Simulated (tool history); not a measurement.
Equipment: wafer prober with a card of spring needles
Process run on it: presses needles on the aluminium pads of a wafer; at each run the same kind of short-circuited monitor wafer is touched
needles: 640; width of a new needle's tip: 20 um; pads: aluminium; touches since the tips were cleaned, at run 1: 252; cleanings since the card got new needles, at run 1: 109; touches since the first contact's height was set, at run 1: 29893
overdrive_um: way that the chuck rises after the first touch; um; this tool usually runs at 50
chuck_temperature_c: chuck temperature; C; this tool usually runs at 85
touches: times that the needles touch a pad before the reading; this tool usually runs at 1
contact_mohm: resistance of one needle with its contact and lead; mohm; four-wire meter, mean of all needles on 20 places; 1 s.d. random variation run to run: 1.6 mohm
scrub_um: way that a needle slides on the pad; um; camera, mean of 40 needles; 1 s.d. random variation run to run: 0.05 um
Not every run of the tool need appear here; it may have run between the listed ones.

run   hour  overdrive_um  chuck_temperature_c  touches  touches since the tips were cleaned  cleanings since the card got new needles  touches since the first contact's height was set  contact_mohm  scrub_um
  1    0.0            50                   85        1                                  252                                       109                                             29893           148      9.21
      13.4  -- tips cleaned on abrasive film
      28.8  -- tips cleaned on abrasive film
      43.1  -- tips cleaned on abrasive film
  2   43.1            50                   85        1                                    0                                       112                                             47657           150      9.19
      58.1  -- tips cleaned on abrasive film
      74.0  -- tips cleaned on abrasive film
  3   85.4            50                   85        1                                 4722                                       114                                             65135           150      9.28
      88.9  -- tips cleaned on abrasive film
     103.4  -- tips cleaned on abrasive film
  4  114.9            64                   85        1                                 4763                                       116                                             77289           147     11.82
     118.4  -- tips cleaned on abrasive film
     135.1  -- tips cleaned on abrasive film
  5  147.1            64                   85        1                                 4980                                       118                                             90554           144     11.82
     150.6  -- tips cleaned on abrasive film
     165.8  -- tips cleaned on abrasive film
  6  171.7            50                   36        1                                 2450                                       120                                            100712           142      9.12
     182.0  -- tips cleaned on abrasive film
     185.7  -- height of the first contact set anew
     197.9  -- tips cleaned on abrasive film
     212.4  -- tips cleaned on abrasive film
  7  222.8            50                   37        1                                 4292                                       123                                             15290           139      9.10
     226.3  -- tips cleaned on abrasive film
     242.1  -- tips cleaned on abrasive film
  8  250.2            50                   37        1                                 3346                                       125                                             26578           139      9.19
     256.1  -- tips cleaned on abrasive film
     272.2  -- tips cleaned on abrasive film
  9  272.3            62                   92        1                                   68                                       127                                             35689           146     11.25
     288.3  -- tips cleaned on abrasive film
     303.4  -- tips cleaned on abrasive film
 10  310.8            37                   30        1                                 3059                                       129                                             51573           145      6.81
     320.3  -- tips cleaned on abrasive film
     335.9  -- tips cleaned on abrasive film
     352.2  -- tips cleaned on abrasive film
 11  353.1            34                  110        3                                  370                                       132                                             69014           159      6.16

Predict each of these 5 candidate next runs independently; none follows another, all start after run 11:
     366.6  -- tips cleaned on abrasive film
  A  378.5            37                   72        2                                 4936                                       133                                             79509             ?         ?
     366.6  -- tips cleaned on abrasive film
  B  378.5            50                   80        2                                 4936                                       133                                             79509             ?         ?
     366.6  -- tips cleaned on abrasive film
  C  378.5            33                   49        2                                 4936                                       133                                             79509             ?         ?
     366.6  -- tips cleaned on abrasive film
  D  378.5            50                   48        2                                 4936                                       133                                             79509             ?         ?
     366.6  -- tips cleaned on abrasive film
  E  378.5            34                  110        1                                 4936                                       133                                             79509             ?         ?

run  contact_mohm  scrub_um
  A           154      6.68
  B           150      9.12
  C           152      6.09
  D           144      9.11
  E           162      6.20
Take away the tool's hidden state, keep each run's random variation, and the runs would have read:
run  contact_mohm  scrub_um
  A           154      6.75
  B           150      9.21
  C           151      6.15
  D           143      9.19
  E           162      6.25
